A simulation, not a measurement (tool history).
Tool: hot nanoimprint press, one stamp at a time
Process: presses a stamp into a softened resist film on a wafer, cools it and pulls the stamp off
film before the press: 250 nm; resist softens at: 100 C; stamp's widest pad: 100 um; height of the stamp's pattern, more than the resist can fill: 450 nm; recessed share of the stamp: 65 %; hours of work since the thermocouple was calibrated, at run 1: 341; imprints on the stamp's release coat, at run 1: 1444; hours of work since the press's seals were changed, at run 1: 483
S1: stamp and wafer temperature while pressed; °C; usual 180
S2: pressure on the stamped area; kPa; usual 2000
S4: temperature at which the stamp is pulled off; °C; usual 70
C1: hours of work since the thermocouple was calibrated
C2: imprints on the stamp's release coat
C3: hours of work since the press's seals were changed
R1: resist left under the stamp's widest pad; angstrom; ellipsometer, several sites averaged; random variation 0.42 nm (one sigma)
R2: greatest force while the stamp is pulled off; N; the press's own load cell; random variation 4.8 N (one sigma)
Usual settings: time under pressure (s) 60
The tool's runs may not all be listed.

run 1 hour=0.0 | S1=180 S2=2000 time_under_pressure_(s)=60 S4=70 | C1=341 C2=1444 C3=483 | R1=902 R2=231
run 2 hour=14.8 | S1=180 S2=2000 time_under_pressure_(s)=60 S4=70 | C1=353 C2=1494 C3=495 | R1=899 R2=240
run 3 hour=35.2 | S1=172 S2=2000 time_under_pressure_(s)=60 S4=70 | C1=369 C2=1562 C3=511 | R1=1253 R2=237
run 4 hour=57.5 | S1=172 S2=2000 time_under_pressure_(s)=60 S4=70 | C1=387 C2=1638 C3=529 | R1=1259 R2=237
-- hour=65.4 stamp cleaned and given a new release coat
-- hour=85.8 plate thermocouple calibrated
run 5 hour=101.2 | S1=180 S2=2000 time_under_pressure_(s)=60 S4=70 | C1=12 C2=111 C3=556 | R1=893 R2=242
run 6 hour=130.3 | S1=180 S2=2000 time_under_pressure_(s)=60 S4=70 | C1=35 C2=209 C3=579 | R1=893 R2=231
run 7 hour=157.6 | S1=171 S2=2000 time_under_pressure_(s)=60 S4=70 | C1=57 C2=300 C3=601 | R1=1308 R2=236
run 8 hour=189.8 | S1=171 S2=2000 time_under_pressure_(s)=60 S4=65 | C1=83 C2=409 C3=627 | R1=1302 R2=252
run 9 hour=204.4 | S1=171 S2=2000 time_under_pressure_(s)=60 S4=65 | C1=94 C2=458 C3=638 | R1=1303 R2=254
run 10 hour=234.4 | S1=180 S2=2000 time_under_pressure_(s)=60 S4=70 | C1=118 C2=559 C3=662 | R1=890 R2=240
-- hour=248.6 press's hydraulic seals changed and the load cell set to zero
run 11 hour=278.3 | S1=180 S2=2000 time_under_pressure_(s)=60 S4=70 | C1=147 C2=680 C3=24 | R1=895 R2=237
run 12 hour=304.6 | S1=180 S2=2000 time_under_pressure_(s)=60 S4=64 | C1=168 C2=769 C3=45 | R1=896 R2=261
run 13 hour=334.3 | S1=180 S2=2000 time_under_pressure_(s)=60 S4=72 | C1=191 C2=869 C3=68 | R1=891 R2=218
run 14 hour=352.1 | S1=173 S2=2000 time_under_pressure_(s)=60 S4=70 | C1=205 C2=929 C3=82 | R1=1196 R2=232
run 15 hour=385.6 | S1=180 S2=1400 time_under_pressure_(s)=60 S4=70 | C1=232 C2=1041 C3=109 | R1=1066 R2=235
run 16 hour=409.6 | S1=180 S2=1400 time_under_pressure_(s)=60 S4=70 | C1=251 C2=1122 C3=128 | R1=1060 R2=235
run 17 hour=445.1 | S1=180 S2=1400 time_under_pressure_(s)=60 S4=70 | C1=279 C2=1242 C3=156 | R1=1052 R2=233
run 18 hour=470.1 | S1=180 S2=1400 time_under_pressure_(s)=60 S4=70 | C1=299 C2=1326 C3=176 | R1=1052 R2=229
run 19 hour=502.4 | S1=190 S2=2740 time_under_pressure_(s)=60 S4=70 | C1=325 C2=1435 C3=202 | R1=503 R2=233
run 20 hour=520.8 | S1=180 S2=2000 time_under_pressure_(s)=44 S4=70 | C1=340 C2=1497 C3=217 | R1=995 R2=243
run 21 hour=537.9 | S1=180 S2=2000 time_under_pressure_(s)=44 S4=70 | C1=353 C2=1554 C3=230 | R1=1002 R2=235
run 22 hour=560.6 | S1=171 S2=2000 time_under_pressure_(s)=44 S4=70 | C1=371 C2=1631 C3=248 | R1=1433 R2=231
-- hour=570.9 stamp cleaned and given a new release coat
run 23 hour=583.6 | S1=171 S2=2000 time_under_pressure_(s)=44 S4=70 | C1=385 C2=43 C3=262 | R1=1434 R2=230
-- hour=607.7 plate thermocouple calibrated
run 24 hour=610.5 | S1=175 S2=1620 time_under_pressure_(s)=115 S4=72 | C1=2 C2=124 C3=281 | R1=931 R2=226
run 25 hour=637.5 | S1=176 S2=1610 time_under_pressure_(s)=115 S4=72 | C1=24 C2=215 C3=302 | R1=894 R2=224
run 26 hour=656.5 | S1=173 S2=1610 time_under_pressure_(s)=115 S4=56 | C1=39 C2=279 C3=317 | R1=1018 R2=316
run 27 hour=680.4 | S1=178 S2=2000 time_under_pressure_(s)=60 S4=62 | C1=58 C2=359 C3=336 | R1=965 R2=284
run 28 hour=715.8 | S1=190 S2=1670 time_under_pressure_(s)=40 S4=70 | C1=86 C2=478 C3=365 | R1=775 R2=234
run 29 hour=746.1 | S1=180 S2=2330 time_under_pressure_(s)=35 S4=73 | C1=110 C2=580 C3=389 | R1=1010 R2=217
run 30 hour=762.7 | S1=192 S2=2430 time_under_pressure_(s)=49 S4=60 | C1=123 C2=636 C3=402 | R1=540 R2=287
run 31 hour=795.4 | S1=192 S2=3050 time_under_pressure_(s)=49 S4=60 | C1=149 C2=747 C3=428 | R1=482 R2=288

3 ways to go on from here, each from the tool as it stands after run 31. What would each give?
run A hour=810.9 | S1=180 S2=2000 time_under_pressure_(s)=60 S4=60 | C1=162 C2=799 C3=440 | R1=? R2=?
run B hour=810.9 | S1=177 S2=3050 time_under_pressure_(s)=49 S4=60 | C1=162 C2=799 C3=440 | R1=? R2=?
run C hour=810.9 | S1=180 S2=2460 time_under_pressure_(s)=60 S4=70 | C1=162 C2=799 C3=440 | R1=? R2=?

run=A R1=874 R2=291
run=B R1=886 R2=284
run=C R1=791 R2=230
Without the tool's hidden state the same runs would have given:
run=A R1=897 R2=289
run=B R1=909 R2=283
run=C R1=812 R2=229

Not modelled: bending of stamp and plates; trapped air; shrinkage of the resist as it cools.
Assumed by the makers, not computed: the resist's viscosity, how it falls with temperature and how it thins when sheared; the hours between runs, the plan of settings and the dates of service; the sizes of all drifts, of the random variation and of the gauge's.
